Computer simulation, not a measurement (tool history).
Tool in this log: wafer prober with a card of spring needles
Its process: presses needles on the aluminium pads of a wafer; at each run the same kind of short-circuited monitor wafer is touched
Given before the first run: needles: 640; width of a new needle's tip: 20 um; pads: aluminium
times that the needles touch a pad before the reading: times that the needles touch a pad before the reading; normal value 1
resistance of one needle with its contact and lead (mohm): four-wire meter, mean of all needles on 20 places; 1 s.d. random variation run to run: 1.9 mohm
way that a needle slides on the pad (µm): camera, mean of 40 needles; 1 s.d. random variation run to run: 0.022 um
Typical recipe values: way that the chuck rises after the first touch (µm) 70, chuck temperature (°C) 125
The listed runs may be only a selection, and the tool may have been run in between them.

run,day,way that the chuck rises after the first touch (µm),chuck temperature (°C),times that the needles touch a pad before the reading,resistance of one needle with its contact and lead (mohm),way that a needle slides on the pad (µm)
1,0.000,70,125,1,206,8.82
2,0.733,70,125,1,218,8.87
# day 0.988: tips cleaned on abrasive film
3,1.312,70,125,1,213,8.82
# day 1.954: tips cleaned on abrasive film
4,2.075,70,54,1,197,8.85
5,2.717,70,125,1,220,8.82
# day 2.912: tips cleaned on abrasive film
6,3.496,84,125,1,210,10.59
# day 3.867: tips cleaned on abrasive film
7,4.112,84,125,1,210,10.57
8,4.458,70,125,1,215,8.78
# day 4.838: tips cleaned on abrasive film
9,5.088,70,125,1,212,8.83
# day 5.808: tips cleaned on abrasive film
10,5.808,70,125,1,211,8.79
11,6.296,70,125,1,215,8.80
# day 6.796: tips cleaned on abrasive film
12,7.050,70,125,2,211,8.76
13,7.417,70,32,2,195,8.84
# day 7.750: tips cleaned on abrasive film
14,7.996,70,125,3,211,8.80
15,8.562,70,125,3,208,8.78
# day 8.717: tips cleaned on abrasive film
16,9.192,70,125,3,209,8.76
# day 9.696: tips cleaned on abrasive film
17,9.700,70,125,2,206,8.78
18,10.429,66,125,1,220,8.26
# day 10.696: tips cleaned on abrasive film
19,11.004,66,125,1,217,8.30
# day 11.646: tips cleaned on abrasive film
20,11.646,66,125,1,206,8.25
21,12.254,68,125,2,212,8.52
# day 12.608: tips cleaned on abrasive film
22,12.942,90,125,2,208,11.27
# day 13.567: tips cleaned on abrasive film
23,13.654,90,125,2,204,11.29
24,14.379,79,39,1,201,9.92
# day 14.521: tips cleaned on abrasive film
25,15.075,56,37,1,213,6.96
# day 15.475: tips cleaned on abrasive film
26,15.721,57,68,1,210,7.10
27,16.092,77,68,3,198,9.57
# day 16.454: tips cleaned on abrasive film
28,16.454,68,67,2,193,8.46

For run 29, what comes out?
29,16.950,68,67,2,?,?

{"run 29": {"resistance of one needle with its contact and lead (mohm)": 204, "way that a needle slides on the pad (µm)": 8.48}}
Minus the tool's unlogged condition, the same run would have read resistance of one needle with its contact and lead (mohm) 195, way that a needle slides on the pad (µm) 8.61.
